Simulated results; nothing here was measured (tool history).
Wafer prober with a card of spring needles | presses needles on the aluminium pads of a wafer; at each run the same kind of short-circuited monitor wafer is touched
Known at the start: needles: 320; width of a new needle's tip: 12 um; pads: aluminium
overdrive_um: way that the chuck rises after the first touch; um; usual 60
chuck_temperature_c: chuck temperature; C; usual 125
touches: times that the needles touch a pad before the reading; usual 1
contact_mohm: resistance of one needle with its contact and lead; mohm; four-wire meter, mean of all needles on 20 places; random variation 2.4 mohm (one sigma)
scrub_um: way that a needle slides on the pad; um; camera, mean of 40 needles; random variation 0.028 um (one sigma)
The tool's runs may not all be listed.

run 1 hour=0.0 | overdrive_um=60 chuck_temperature_c=125 touches=1 | contact_mohm=280 scrub_um=11.97
-- hour=8.4 tips cleaned on abrasive film
-- hour=23.4 height of the first contact set anew
run 2 hour=31.0 | overdrive_um=60 chuck_temperature_c=125 touches=1 | contact_mohm=278 scrub_um=11.94
-- hour=35.6 tips cleaned on abrasive film
-- hour=62.5 tips cleaned on abrasive film
run 3 hour=67.6 | overdrive_um=60 chuck_temperature_c=125 touches=1 | contact_mohm=277 scrub_um=11.94
-- hour=90.4 tips cleaned on abrasive film
run 4 hour=104.3 | overdrive_um=60 chuck_temperature_c=125 touches=3 | contact_mohm=282 scrub_um=11.95
-- hour=116.6 tips cleaned on abrasive film
run 5 hour=127.0 | overdrive_um=54 chuck_temperature_c=125 touches=1 | contact_mohm=280 scrub_um=10.75
-- hour=141.0 tips cleaned on abrasive film
-- hour=165.7 tips cleaned on abrasive film
run 6 hour=171.5 | overdrive_um=54 chuck_temperature_c=125 touches=1 | contact_mohm=279 scrub_um=10.79
-- hour=194.0 tips cleaned on abrasive film
run 7 hour=212.2 | overdrive_um=54 chuck_temperature_c=125 touches=1 | contact_mohm=278 scrub_um=10.76
-- hour=218.5 tips cleaned on abrasive film
-- hour=243.5 tips cleaned on abrasive film
run 8 hour=250.0 | overdrive_um=54 chuck_temperature_c=125 touches=1 | contact_mohm=280 scrub_um=10.82
-- hour=270.3 tips cleaned on abrasive film
run 9 hour=286.4 | overdrive_um=54 chuck_temperature_c=125 touches=1 | contact_mohm=280 scrub_um=10.73
-- hour=298.2 tips cleaned on abrasive film
run 10 hour=312.2 | overdrive_um=60 chuck_temperature_c=42 touches=1 | contact_mohm=253 scrub_um=11.97
-- hour=322.5 tips cleaned on abrasive film
run 11 hour=338.9 | overdrive_um=60 chuck_temperature_c=42 touches=1 | contact_mohm=257 scrub_um=11.92
-- hour=347.8 tips cleaned on abrasive film
-- hour=374.3 tips cleaned on abrasive film
run 12 hour=389.7 | overdrive_um=60 chuck_temperature_c=42 touches=1 | contact_mohm=253 scrub_um=11.95
-- hour=397.0 height of the first contact set anew
-- hour=400.9 tips cleaned on abrasive film
run 13 hour=424.8 | overdrive_um=47 chuck_temperature_c=125 touches=1 | contact_mohm=279 scrub_um=9.34
-- hour=429.1 tips cleaned on abrasive film
-- hour=454.1 tips cleaned on abrasive film
run 14 hour=474.3 | overdrive_um=47 chuck_temperature_c=125 touches=1 | contact_mohm=281 scrub_um=9.32
-- hour=481.5 tips cleaned on abrasive film
-- hour=507.7 tips cleaned on abrasive film
run 15 hour=526.6 | overdrive_um=60 chuck_temperature_c=125 touches=1 | contact_mohm=280 scrub_um=11.99
-- hour=536.4 tips cleaned on abrasive film
-- hour=563.0 tips cleaned on abrasive film
run 16 hour=567.5 | overdrive_um=60 chuck_temperature_c=125 touches=1 | contact_mohm=279 scrub_um=11.95
-- hour=587.9 tips cleaned on abrasive film
run 17 hour=597.7 | overdrive_um=60 chuck_temperature_c=95 touches=1 | contact_mohm=271 scrub_um=11.92
-- hour=613.5 tips cleaned on abrasive film
run 18 hour=629.0 | overdrive_um=60 chuck_temperature_c=125 touches=3 | contact_mohm=283 scrub_um=11.99
-- hour=639.0 tips cleaned on abrasive film
-- hour=663.8 tips cleaned on abrasive film
run 19 hour=665.8 | overdrive_um=60 chuck_temperature_c=125 touches=3 | contact_mohm=279 scrub_um=11.95
-- hour=689.1 tips cleaned on abrasive film
run 20 hour=689.1 | overdrive_um=60 chuck_temperature_c=55 touches=3 | contact_mohm=255 scrub_um=11.99
-- hour=714.7 tips cleaned on abrasive film
run 21 hour=720.3 | overdrive_um=60 chuck_temperature_c=55 touches=3 | contact_mohm=254 scrub_um=11.92
-- hour=739.8 tips cleaned on abrasive film
-- hour=764.1 tips cleaned on abrasive film
-- hour=768.9 height of the first contact set anew
run 22 hour=773.5 | overdrive_um=60 chuck_temperature_c=55 touches=3 | contact_mohm=257 scrub_um=11.95
-- hour=793.0 tips cleaned on abrasive film
run 23 hour=803.2 | overdrive_um=78 chuck_temperature_c=120 touches=3 | contact_mohm=275 scrub_um=15.59
-- hour=817.7 tips cleaned on abrasive film
run 24 hour=825.4 | overdrive_um=60 chuck_temperature_c=93 touches=1 | contact_mohm=271 scrub_um=11.94
-- hour=843.5 tips cleaned on abrasive film
run 25 hour=853.2 | overdrive_um=60 chuck_temperature_c=93 touches=3 | contact_mohm=274 scrub_um=11.97
-- hour=867.8 tips cleaned on abrasive film
-- hour=894.2 tips cleaned on abrasive film
run 26 hour=903.4 | overdrive_um=60 chuck_temperature_c=93 touches=3 | contact_mohm=271 scrub_um=11.96
-- hour=919.8 tips cleaned on abrasive film
-- hour=945.2 tips cleaned on abrasive film
run 27 hour=956.3 | overdrive_um=48 chuck_temperature_c=50 touches=2 | contact_mohm=265 scrub_um=9.61
-- hour=969.9 tips cleaned on abrasive film
-- hour=994.5 tips cleaned on abrasive film
run 28 hour=999.0 | overdrive_um=54 chuck_temperature_c=77 touches=2 | contact_mohm=268 scrub_um=10.78
-- hour=1019.8 tips cleaned on abrasive film
-- hour=1044.2 tips cleaned on abrasive film
run 29 hour=1052.5 | overdrive_um=67 chuck_temperature_c=26 touches=1 | contact_mohm=251 scrub_um=13.36
-- hour=1069.2 tips cleaned on abrasive film
run 30 hour=1079.7 | overdrive_um=80 chuck_temperature_c=74 touches=2 | contact_mohm=263 scrub_um=15.92

Forecast each of these 5 alternatives for the next run:
-- hour=1095.4 tips cleaned on abrasive film
-- hour=1122.2 tips cleaned on abrasive film
run A hour=1127.2 | overdrive_um=80 chuck_temperature_c=66 touches=1 | contact_mohm=? scrub_um=?
-- hour=1095.4 tips cleaned on abrasive film
-- hour=1122.2 tips cleaned on abrasive film
run B hour=1127.2 | overdrive_um=50 chuck_temperature_c=56 touches=1 | contact_mohm=? scrub_um=?
-- hour=1095.4 tips cleaned on abrasive film
-- hour=1122.2 tips cleaned on abrasive film
run C hour=1127.2 | overdrive_um=59 chuck_temperature_c=37 touches=2 | contact_mohm=? scrub_um=?
-- hour=1095.4 tips cleaned on abrasive film
-- hour=1122.2 tips cleaned on abrasive film
run D hour=1127.2 | overdrive_um=47 chuck_temperature_c=101 touches=1 | contact_mohm=? scrub_um=?
-- hour=1095.4 tips cleaned on abrasive film
-- hour=1122.2 tips cleaned on abrasive film
run E hour=1127.2 | overdrive_um=51 chuck_temperature_c=69 touches=2 | contact_mohm=? scrub_um=?

run=A contact_mohm=258 scrub_um=15.90
run=B contact_mohm=263 scrub_um=9.96
run=C contact_mohm=261 scrub_um=11.76
run=D contact_mohm=276 scrub_um=9.36
run=E contact_mohm=268 scrub_um=10.15
Without the tool's hidden state the same runs would have given:
run=A contact_mohm=258 scrub_um=15.91
run=B contact_mohm=263 scrub_um=9.97
run=C contact_mohm=261 scrub_um=11.76
run=D contact_mohm=275 scrub_um=9.37
run=E contact_mohm=268 scrub_um=10.15

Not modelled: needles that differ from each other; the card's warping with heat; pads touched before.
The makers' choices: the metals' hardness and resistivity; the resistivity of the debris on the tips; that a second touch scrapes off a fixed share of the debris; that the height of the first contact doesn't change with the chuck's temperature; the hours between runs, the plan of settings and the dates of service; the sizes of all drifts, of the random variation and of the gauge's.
